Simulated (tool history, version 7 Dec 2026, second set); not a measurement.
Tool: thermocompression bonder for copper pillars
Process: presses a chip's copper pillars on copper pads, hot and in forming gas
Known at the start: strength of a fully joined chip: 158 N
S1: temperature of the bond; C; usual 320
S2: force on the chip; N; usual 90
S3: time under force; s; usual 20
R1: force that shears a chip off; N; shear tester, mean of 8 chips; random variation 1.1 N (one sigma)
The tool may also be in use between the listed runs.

Run 1, hour 0: usual settings. Result: R1 96.6 N.
Run 2, hour 7.8: usual settings but S1 315 C. Result: R1 93 N.
Run 3, hour 16.5: usual settings but S1 315 C. Result: R1 93.4 N.
Run 4, hour 27: usual settings but S1 315 C. Result: R1 92.8 N.
Run 5, hour 35.6: usual settings but S1 315 C. Result: R1 91.4 N.
At hour 43.6: forming gas filter changed.
Run 6, hour 48.6: usual settings but S3 10 s. Result: R1 82.1 N.
Run 7, hour 59.6: usual settings but S3 11 s. Result: R1 85.3 N.
Run 8, hour 65.8: usual settings but S2 130 N. Result: R1 125.1 N.
Run 9, hour 75.8: usual settings but S1 298 C, S2 120 N. Result: R1 102.5 N.
Run 10, hour 86.8: usual settings but S1 298 C, S2 120 N, S3 14 s. Result: R1 90.4 N.
Run 11, hour 97.2: usual settings but S1 336 C. Result: R1 117.5 N.
Run 12, hour 103.3: usual settings but S1 336 C. Result: R1 116.3 N.
Run 13, hour 110.8: usual settings but S2 117 N. Result: R1 119.8 N.
Run 14, hour 122.9: usual settings but S2 117 N. Result: R1 120.1 N.

Forecast each of these 4 alternatives for the next run:
Run A, hour 136.7: usual settings but S2 58 N, S3 36 s. Result: R1 ?.
Run B, hour 136.7: usual settings but S1 294 C, S2 117 N. Result: R1 ?.
Run C, hour 136.7: usual settings but S1 314 C, S2 119 N, S3 15 s. Result: R1 ?.
Run D, hour 136.7: usual settings but S1 303 C, S2 117 N, S3 16 s. Result: R1 ?.

run     R1
  A   88.3
  B   94.3
  C  105.1
  D   97.7
Without the tool's hidden state the same runs would have given:
run     R1
  A     86
  B   91.8
  C  102.9
  D   95.3
